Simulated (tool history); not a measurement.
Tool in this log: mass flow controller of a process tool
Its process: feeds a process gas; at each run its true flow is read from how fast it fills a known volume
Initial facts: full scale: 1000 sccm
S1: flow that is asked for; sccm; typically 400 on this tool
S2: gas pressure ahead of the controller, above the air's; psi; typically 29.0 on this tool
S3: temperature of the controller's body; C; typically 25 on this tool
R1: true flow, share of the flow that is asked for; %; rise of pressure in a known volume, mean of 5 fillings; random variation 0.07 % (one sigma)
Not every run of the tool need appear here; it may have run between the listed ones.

run	hour	S1	S2	S3	R1
1	0.0	400	29.0	25	100.37
2	158.5	400	29.0	35	99.49
3	347.0	400	29.0	35	99.80
4	539.9	400	29.0	25	100.68
5	693.9	400	29.0	33	100.15
6	899.9	400	29.0	27	100.78
7	1038.6	400	29.0	27	100.71
8	1143.2	400	29.0	27	100.82
9	1367.7	400	29.0	27	100.94
10	1557.2	400	29.0	25	101.17
11	1707.5	400	29.0	25	101.27
12	1819.1	400	29.0	25	101.30
13	2023.2	400	29.0	25	101.58
14	2146.3	400	29.0	25	101.53
# hour 2158.3: controller's zero set anew
15	2305.0	400	29.0	36	101.46
16	2484.7	400	29.0	36	101.58
17	2612.6	315	29.0	36	102.39
18	2785.0	315	29.0	36	102.33
19	2974.5	232	29.0	36	103.80
20	3128.9	400	29.0	21	103.27
21	3281.0	400	29.0	26	102.88
22	3449.6	400	29.0	26	103.06
# hour 3514.9: controller's zero set anew, once more
23	3577.0	400	29.0	26	99.92
24	3741.4	219	29.0	31	99.38
25	3875.4	219	29.0	31	99.60
26	4100.5	196	37.4	23	99.97
27	4261.1	149	29.0	26	100.57
28	4431.0	149	29.0	26	100.71
29	4567.9	400	40.2	24	100.08
30	4712.3	400	36.3	34	99.73
31	4857.4	997	30.3	33	100.91
32	4996.4	997	30.3	33	100.69
33	5152.9	997	30.3	24	101.56
34	5254.3	447	28.0	21	101.41
35	5425.7	447	29.9	21	101.28
36	5643.9	447	29.9	21	101.56
37	5829.0	447	29.9	21	101.56
38	6055.3	447	27.1	21	101.84
39	6284.7	400	29.0	27	101.34
40	6474.9	400	29.0	27	101.55
41	6658.2	339	21.5	23	102.51
42	6835.5	339	21.5	23	102.53
43	6936.8	339	21.5	23	102.68
44	7142.5	339	21.5	23	102.78
45	7270.1	961	32.1	39	100.76
46	7447.0	717	36.4	25	101.81

Below are 4 alternative next runs, each starting from the tool's condition after run 46. Predict each:
A	7548.1	400	22.5	26	?
B	7548.1	247	29.0	30	?
C	7548.1	110	40.0	39	?
D	7548.1	717	36.4	22	?

run	R1
A	102.57
B	102.63
C	104.53
D	101.96
The same runs, with their run-to-run variation unchanged, on a tool lacking any hidden condition would have given:
run	R1
A	99.24
B	98.24
C	96.73
D	99.38

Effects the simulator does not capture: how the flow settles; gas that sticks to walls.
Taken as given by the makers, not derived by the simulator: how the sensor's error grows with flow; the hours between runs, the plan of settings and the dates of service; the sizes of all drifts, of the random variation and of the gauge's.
